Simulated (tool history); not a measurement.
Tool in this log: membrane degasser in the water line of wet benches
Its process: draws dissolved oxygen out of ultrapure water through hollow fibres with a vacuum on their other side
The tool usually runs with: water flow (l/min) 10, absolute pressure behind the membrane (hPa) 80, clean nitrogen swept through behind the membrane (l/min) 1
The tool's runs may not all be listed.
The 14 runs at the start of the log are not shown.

| run | hour | water flow (l/min) | absolute pressure behind the membrane (hPa) | clean nitrogen swept through behind the membrane (l/min) | hours since the membrane was changed | hours since the vacuum gauge was calibrated | hours since the vacuum lines were made tight | dissolved oxygen in the water behind the degasser (ppb) | pressure that the water loses in the fibres (hPa) |
|---|---|---|---|---|---|---|---|---|---|
| 15 | 1401.7 | 7 | 80 | 1 | 5530 | 585 | 3396 | 84.5 | 256.2 |
|  | 1523.8 | vacuum gauge calibrated, once more |
| 16 | 1523.8 | 10 | 80 | 1 | 5652 | 0 | 3517 | 118.4 | 364.3 |
| 17 | 1595.2 | 7 | 160.1 | 1 | 5723 | 71 | 3589 | 218.7 | 258 |
| 18 | 1653.7 | 7 | 133.3 | 2.67 | 5782 | 130 | 3647 | 68 | 254.3 |
| 19 | 1764.9 | 7 | 133.3 | 2.67 | 5893 | 241 | 3758 | 68.2 | 258.3 |
| 20 | 1821.7 | 15 | 133.3 | 1.45 | 5950 | 298 | 3815 | 254.7 | 550.3 |
| 21 | 1899.7 | 15 | 133.3 | 1.45 | 6028 | 376 | 3893 | 253.1 | 553 |
| 22 | 1956.7 | 10 | 80 | 2.38 | 6085 | 433 | 3950 | 52.8 | 366.2 |
| 23 | 2061.8 | 7 | 52.9 | 1.04 | 6190 | 538 | 4055 | 36 | 254.8 |
| 24 | 2149.7 | 7 | 162.7 | 1.59 | 6278 | 626 | 4143 | 143.8 | 257 |
| 25 | 2285.7 | 10 | 191.5 | 2.11 | 6414 | 762 | 4279 | 187.4 | 370.1 |
| 26 | 2361.3 | 7 | 71.4 | 0.68 | 6489 | 838 | 4355 | 99.7 | 257 |
| 27 | 2454.1 | 7 | 74.3 | 0.88 | 6582 | 930 | 4448 | 84.3 | 260.6 |
| 28 | 2523.2 | 8 | 53.6 | 1 | 6651 | 999 | 4517 | 45.8 | 297.4 |
| 29 | 2609.2 | 7 | 119.1 | 0.42 | 6737 | 1085 | 4603 | 328.4 | 260.6 |
| 30 | 2713.6 | 7 | 119.1 | 0.42 | 6842 | 1190 | 4707 | 332.4 | 254.6 |
| 31 | 2809.2 | 10 | 119.1 | 0.7 | 6937 | 1285 | 4803 | 292.5 | 369.6 |

Here are 5 independent what-if runs from the current tool condition. What would each one return?
| A | 2877 | 8 | 80 | 1 | 7005 | 1353 | 4870 | ? | ? |
| B | 2877 | 8 | 52.3 | 1 | 7005 | 1353 | 4870 | ? | ? |
| C | 2877 | 13 | 124.2 | 1.93 | 7005 | 1353 | 4870 | ? | ? |
| D | 2877 | 10 | 67.2 | 0.7 | 7005 | 1353 | 4870 | ? | ? |
| E | 2877 | 13 | 80 | 1 | 7005 | 1353 | 4870 | ? | ? |

| run | dissolved oxygen in the water behind the degasser (ppb) | pressure that the water loses in the fibres (hPa) |
|---|---|---|
| A | 96.1 | 296.7 |
| B | 42.5 | 294.9 |
| C | 157.6 | 482.2 |
| D | 123 | 372 |
| E | 154.9 | 480.6 |
With the hidden condition removed and each run's random variation left untouched, the same runs would have given:
| run | dissolved oxygen in the water behind the degasser (ppb) | pressure that the water loses in the fibres (hPa) |
|---|---|---|
| A | 92.4 | 284.1 |
| B | 40.1 | 282.3 |
| C | 152.6 | 461.6 |
| D | 118.6 | 356.2 |
| E | 149.7 | 460 |
